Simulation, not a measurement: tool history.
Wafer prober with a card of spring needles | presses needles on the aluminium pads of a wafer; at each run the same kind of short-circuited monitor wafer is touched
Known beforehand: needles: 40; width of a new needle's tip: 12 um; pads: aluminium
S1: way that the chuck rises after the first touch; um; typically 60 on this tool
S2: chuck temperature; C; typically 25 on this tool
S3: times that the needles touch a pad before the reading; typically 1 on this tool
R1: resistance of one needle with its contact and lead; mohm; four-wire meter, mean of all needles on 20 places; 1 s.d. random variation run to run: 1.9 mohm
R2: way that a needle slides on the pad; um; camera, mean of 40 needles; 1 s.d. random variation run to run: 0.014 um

run,hour,S1,S2,S3,R1,R2
1,0.0,60,25,1,303,13.37
2,70.2,60,25,1,257,13.38
3,149.9,60,25,1,308,13.33
4,227.2,60,25,1,288,13.47
5,287.0,74,25,1,261,16.56
6,347.9,74,25,1,249,16.52
7,437.2,74,25,1,257,16.51
8,516.8,74,25,1,272,16.47
9,557.8,74,25,1,242,16.44
10,612.6,60,25,2,210,13.45
11,670.0,60,31,2,271,13.44
12,713.9,60,31,2,249,13.37
13,771.8,60,31,2,253,13.38

Not shown here: 28 entries made in the log between runs. Locate each between two listed runs and compare the hidden state at the listed run before it with the hidden state at the listed run after it:
From run 1 to run 2: tips cleaned on abrasive film (hour 6.9); tips cleaned on abrasive film (hour 36.7); tips cleaned on abrasive film (hour 64.1)
  debris on the tips, nm: 132.9 -> 67.5; way that the needles fall short of the set height, um: 0.27 -> 0.45; tips' diameter, um: 13.21 -> 13.28
  measured result minus the result with no hidden state, R1: +103 -> +55 mohm; R2: -0.06 -> -0.11 um
From run 2 to run 3: tips cleaned on abrasive film (hour 92.4); tips cleaned on abrasive film (hour 124.0)
  debris on the tips, nm: 67.5 -> 132.8; way that the needles fall short of the set height, um: 0.45 -> 0.57; tips' diameter, um: 13.28 -> 13.32
  measured result minus the result with no hidden state, R1: +55 -> +106 mohm; R2: -0.11 -> -0.13 um
From run 3 to run 4: tips cleaned on abrasive film (hour 154.9); tips cleaned on abrasive film (hour 185.8); height of the first contact set anew (hour 197.6); tips cleaned on abrasive film (hour 215.8)
  debris on the tips, nm: 132.8 -> 102; way that the needles fall short of the set height, um: 0.57 -> 0.05; tips' diameter, um: 13.32 -> 13.38
  measured result minus the result with no hidden state, R1: +106 -> +82 mohm; R2: -0.13 -> -0.02 um
From run 4 to run 5: tips cleaned on abrasive film (hour 246.3); tips cleaned on abrasive film (hour 275.3)
  debris on the tips, nm: 102 -> 107.3; way that the needles fall short of the set height, um: 0.05 -> 0.15; tips' diameter, um: 13.38 -> 13.41
  measured result minus the result with no hidden state, R1: +82 -> +61 mohm; R2: -0.02 -> -0.03 um
From run 5 to run 6: tips cleaned on abrasive film (hour 305.7); tips cleaned on abrasive film (hour 337.9)
  debris on the tips, nm: 107.3 -> 85.6; way that the needles fall short of the set height, um: 0.15 -> 0.28; tips' diameter, um: 13.41 -> 13.46
  measured result minus the result with no hidden state, R1: +61 -> +49 mohm; R2: -0.03 -> -0.07 um
From run 6 to run 7: tips cleaned on abrasive film (hour 368.5); tips cleaned on abrasive film (hour 397.1); tips cleaned on abrasive film (hour 425.9)
  debris on the tips, nm: 85.6 -> 94.1; way that the needles fall short of the set height, um: 0.28 -> 0.43; tips' diameter, um: 13.46 -> 13.51
  measured result minus the result with no hidden state, R1: +49 -> +54 mohm; R2: -0.07 -> -0.09 um
From run 7 to run 8: tips cleaned on abrasive film (hour 457.1); tips cleaned on abrasive film (hour 490.3)
  debris on the tips, nm: 94.1 -> 126.6; way that the needles fall short of the set height, um: 0.43 -> 0.55; tips' diameter, um: 13.51 -> 13.55
  measured result minus the result with no hidden state, R1: +54 -> +72 mohm; R2: -0.09 -> -0.12 um
From run 8 to run 9: tips cleaned on abrasive film (hour 522.4); tips cleaned on abrasive film (hour 551.9)
  debris on the tips, nm: 126.6 -> 71.3; way that the needles fall short of the set height, um: 0.55 -> 0.66; tips' diameter, um: 13.55 -> 13.59
  measured result minus the result with no hidden state, R1: +72 -> +42 mohm; R2: -0.12 -> -0.15 um
From run 9 to run 10: height of the first contact set anew (hour 576.6); tips cleaned on abrasive film (hour 583.4); tips cleaned on abrasive film (hour 612.6)
  debris on the tips, nm: 71.3 -> 9.6; way that the needles fall short of the set height, um: 0.66 -> 0.11; tips' diameter, um: 13.59 -> 13.63
  measured result minus the result with no hidden state, R1: +42 -> +6 mohm; R2: -0.15 -> -0.02 um
From run 10 to run 11: tips cleaned on abrasive film (hour 643.1)
  debris on the tips, nm: 9.6 -> 133.9; way that the needles fall short of the set height, um: 0.11 -> 0.16; tips' diameter, um: 13.63 -> 13.65
  measured result minus the result with no hidden state, R1: +6 -> +66 mohm; R2: -0.02 -> -0.04 um
From run 11 to run 12: tips cleaned on abrasive film (hour 676.9); tips cleaned on abrasive film (hour 704.7)
  debris on the tips, nm: 133.9 -> 83.7; way that the needles fall short of the set height, um: 0.16 -> 0.3; tips' diameter, um: 13.65 -> 13.7
  measured result minus the result with no hidden state, R1: +66 -> +43 mohm; R2: -0.04 -> -0.07 um
From run 12 to run 13: tips cleaned on abrasive film (hour 732.6); tips cleaned on abrasive film (hour 762.3)
  debris on the tips, nm: 83.7 -> 94.8; way that the needles fall short of the set height, um: 0.3 -> 0.42; tips' diameter, um: 13.7 -> 13.74
  measured result minus the result with no hidden state, R1: +43 -> +48 mohm; R2: -0.07 -> -0.09 um
